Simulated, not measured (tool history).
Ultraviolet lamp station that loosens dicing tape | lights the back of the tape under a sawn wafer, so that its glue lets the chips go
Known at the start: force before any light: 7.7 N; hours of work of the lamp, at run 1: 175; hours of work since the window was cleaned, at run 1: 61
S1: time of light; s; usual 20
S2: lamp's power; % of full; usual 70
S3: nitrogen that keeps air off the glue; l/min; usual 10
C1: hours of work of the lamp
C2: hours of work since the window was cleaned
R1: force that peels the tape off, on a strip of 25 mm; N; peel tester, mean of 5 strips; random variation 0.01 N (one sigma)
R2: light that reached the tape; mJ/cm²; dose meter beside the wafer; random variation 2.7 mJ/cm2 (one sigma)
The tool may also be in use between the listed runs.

run	hour	S1	S2	S3	C1	C2	R1	R2
1	0	20	70	10	175	61	0.513	354
2	10.8	20	70	10	180	65	0.495	356
3	18.2	20	70	8	182	68	0.544	359
4	30.9	20	70	9	188	73	0.536	354
5	45.4	13	70	9	193	79	1.335	230
6	54	13	70	9	197	83	1.303	230
7	61.1	13	70	9	200	86	1.316	236
8	73.2	20	77	10	204	90	0.408	387
9	87.9	20	77	10	210	96	0.41	388
10	99.2	20	70	10	215	101	0.52	348
11	112	20	70	10	220	106	0.525	348
12	121.8	20	70	10	224	110	0.54	345
13	135.8	20	70	10	230	115	0.52	343

Run 14 comes next. What will it give?
14	151.2	20	86	5	236	122	?	?

Run 14 gave R1 0.472 N, R2 421 mJ/cm².
Without the tool's hidden state the same run would have given R1 0.389 N, R2 455 mJ/cm².
